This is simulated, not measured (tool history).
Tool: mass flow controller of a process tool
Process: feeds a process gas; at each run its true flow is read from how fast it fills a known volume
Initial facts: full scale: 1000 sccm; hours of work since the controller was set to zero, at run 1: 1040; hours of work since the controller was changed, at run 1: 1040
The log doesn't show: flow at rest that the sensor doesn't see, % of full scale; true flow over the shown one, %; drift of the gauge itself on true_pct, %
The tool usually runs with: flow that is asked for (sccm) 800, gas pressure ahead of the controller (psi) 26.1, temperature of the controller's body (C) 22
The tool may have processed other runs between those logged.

run	hour	flow that is asked for (sccm)	gas pressure ahead of the controller (psi)	temperature of the controller's body (C)	hours of work since the controller was set to zero	hours of work since the controller was changed	true flow (%)
1	0	800	26.1	22	1040	1040	100.1
2	79.6	502	26.1	22	1065	1065	99.97
3	140.5	502	24.9	22	1083	1083	99.91
4	223.1	800	26.1	22	1109	1109	100.11
5	317.8	255	26.1	22	1138	1138	99.52
6	411.5	255	26.1	22	1166	1166	99.64
7	467.3	255	26.1	22	1184	1184	99.54
8	570.6	584	26.3	37	1215	1215	98.86
9	642	855	30.2	22	1237	1237	99.83
10	716.9	188	30.2	22	1260	1260	99.29
11	794.5	188	30.2	22	1284	1284	99.25
12	852.7	188	30.2	22	1302	1302	99.18
13	927.9	629	30.2	22	1325	1325	99.56
14	1009.6	629	30.2	22	1350	1350	99.42

Branching from run 14: 4 alternative next runs. What would each branch give?
A	1071.8	248	22.2	22	1369	1369	?
B	1071.8	131	39.5	35	1369	1369	?
C	1071.8	163	34.8	23	1369	1369	?
D	1071.8	800	32.5	22	1369	1369	?

run	true flow (%)
A	99.44
B	97.95
C	98.79
D	99.45
Had the tool no hidden state, the same runs would have come out as:
run	true flow (%)
A	99.87
B	98.37
C	99.21
D	99.88
